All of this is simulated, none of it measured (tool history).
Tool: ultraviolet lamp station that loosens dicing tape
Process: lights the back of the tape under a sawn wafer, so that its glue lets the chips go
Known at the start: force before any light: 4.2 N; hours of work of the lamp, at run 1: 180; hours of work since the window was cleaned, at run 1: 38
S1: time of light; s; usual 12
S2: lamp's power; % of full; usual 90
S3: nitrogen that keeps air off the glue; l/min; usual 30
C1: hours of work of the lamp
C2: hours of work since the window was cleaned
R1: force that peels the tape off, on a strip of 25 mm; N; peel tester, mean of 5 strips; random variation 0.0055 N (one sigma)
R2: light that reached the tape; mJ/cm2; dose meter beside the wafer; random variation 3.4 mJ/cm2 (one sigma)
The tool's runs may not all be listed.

run 1 day=0 | S1=12 S2=90 S3=30 | C1=180 C2=38 | R1=0.108 R2=558
run 2 day=3.938 | S1=17 S2=90 S3=30 | C1=228 C2=86 | R1=0.094 R2=788
run 3 day=7.283 | S1=17 S2=90 S3=27 | C1=268 C2=126 | R1=0.091 R2=781
run 4 day=11.017 | S1=17 S2=90 S3=27 | C1=313 C2=172 | R1=0.102 R2=785
run 5 day=13.754 | S1=17 S2=90 S3=27 | C1=346 C2=205 | R1=0.084 R2=787
run 6 day=15.546 | S1=12 S2=90 S3=30 | C1=368 C2=226 | R1=0.114 R2=553
run 7 day=17.579 | S1=12 S2=90 S3=30 | C1=393 C2=251 | R1=0.109 R2=554
run 8 day=21.35 | S1=12 S2=67 S3=30 | C1=438 C2=297 | R1=0.176 R2=415
-- day=23.246 window cleaned of glue's vapour
run 9 day=23.558 | S1=12 S2=67 S3=30 | C1=465 C2=4 | R1=0.18 R2=416
run 10 day=25.592 | S1=12 S2=67 S3=30 | C1=489 C2=28 | R1=0.184 R2=416
run 11 day=27.642 | S1=12 S2=90 S3=35 | C1=514 C2=53 | R1=0.113 R2=560
run 12 day=31.188 | S1=6 S2=61 S3=33 | C1=557 C2=96 | R1=0.789 R2=191
run 13 day=34.45 | S1=8 S2=84 S3=27 | C1=597 C2=136 | R1=0.294 R2=349
run 14 day=36.179 | S1=8 S2=84 S3=18 | C1=618 C2=157 | R1=0.414 R2=347
run 15 day=39.175 | S1=12 S2=66 S3=10 | C1=654 C2=193 | R1=0.491 R2=407

Forecast run 16:
run 16 day=41.688 | S1=8 S2=90 S3=30 | C1=684 C2=223 | R1=? R2=?

Run 16 gave R1 0.226 N, R2 371 mJ/cm2.
Without the tool's hidden state the same run would have given R1 0.225 N, R2 372 mJ/cm2.

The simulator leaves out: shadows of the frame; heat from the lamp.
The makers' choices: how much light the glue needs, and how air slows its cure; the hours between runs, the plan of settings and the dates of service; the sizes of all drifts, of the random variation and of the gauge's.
